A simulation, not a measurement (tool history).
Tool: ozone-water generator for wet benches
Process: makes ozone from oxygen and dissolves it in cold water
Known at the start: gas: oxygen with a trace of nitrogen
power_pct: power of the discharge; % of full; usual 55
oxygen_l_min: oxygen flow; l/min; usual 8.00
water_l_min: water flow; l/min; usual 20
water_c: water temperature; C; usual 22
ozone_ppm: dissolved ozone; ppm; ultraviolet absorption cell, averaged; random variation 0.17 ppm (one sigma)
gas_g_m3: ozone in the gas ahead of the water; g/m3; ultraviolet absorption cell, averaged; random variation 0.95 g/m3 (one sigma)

run    hour  power_pct  oxygen_l_min  water_l_min  water_c  ozone_ppm  gas_g_m3
  1     0.0         55          8.00           20       22       21.1     154.6
  2   198.2         55          8.00           20       22       20.9     154.9
  3   281.2         55          8.00           17       22       23.2     153.9
  4   435.1         55          8.00           17       22       22.7     153.0
  5   588.8         55          8.00           20       16       23.1     153.5
  6   745.6         55          8.00           20       22       20.6     151.2
  7   857.2         55          8.00           20       22       20.6     154.4
  8   985.7         55          8.00           20       22       20.8     152.7
  9  1127.9         55          8.00           20       22       20.6     152.2
 10  1278.0         55          8.00           20       22       20.5     151.7
 11  1409.1         55          8.00           20       22       20.8     150.6
 12  1493.8         55          8.00           20       22       20.4     149.7
 13  1647.1         55          8.00           20       22       20.2     150.5
 14  1797.1         55          8.00           20       22       20.3     150.7
 15  1949.4         55         13.73           20       22       20.0     122.3
 16  2097.6         55         13.88           20       22       20.1     122.8
 17  2228.9         55         13.88           13       22       23.9     122.6
 18  2369.5         55          9.62           13       23       24.1     140.4
 19  2528.8         55          9.62           13       23       24.0     140.6
 20  2626.2         55          9.62           13       23       24.1     138.4
 21  2722.3         55          6.31           29       23       15.0     161.2
 22  2829.6         87          6.31           29       26       20.2     232.1
 23  3032.2         56         11.08           23       22       18.8     132.8
 24  3227.3         55          4.36           20       14       20.9     186.2
 25  3419.4         92          5.91           20       14       32.9     243.4
 26  3604.7         57          7.27           16       18       24.9     155.9
 27  3718.1         50          6.55           27       26       13.7     147.3
 28  3876.0         60          8.00           18       22       22.5     156.4
 29  4068.6         50          5.37           20       23       17.3     157.5
 30  4269.4         91          4.71           20       22       27.0     259.8
 31  4414.2         55          8.00           16       21       22.5     145.9
 32  4523.3         72          8.43           20       18       26.0     175.5

Not shown: 2 entries that the log had between the listed runs. Between which runs, and how does the tool's hidden state differ before and after?
Between runs 9 and 10: water thermometer calibrated (hour 1207.3)
  yield of the discharge, % of new electrodes': 93.3 -> 93.1; contactor's efficiency, % of a clean one's: 98.6 -> 98.5; true water temperature over the reading, C: 0.21 -> 0.34
  measured less the result without the state, ozone_ppm: -1.4 -> -1.5 ppm; gas_g_m3: -8.7 -> -8.9 g/m3
Between runs 16 and 17: water thermometer calibrated, once more (hour 2147.5)
  yield of the discharge, % of new electrodes': 91.8 -> 91.6; contactor's efficiency, % of a clean one's: 97.9 -> 97.8; true water temperature over the reading, C: 0.37 -> -0.05
  measured less the result without the state, ozone_ppm: -1.8 -> -1.9 ppm; gas_g_m3: -8.7 -> -8.9 g/m3
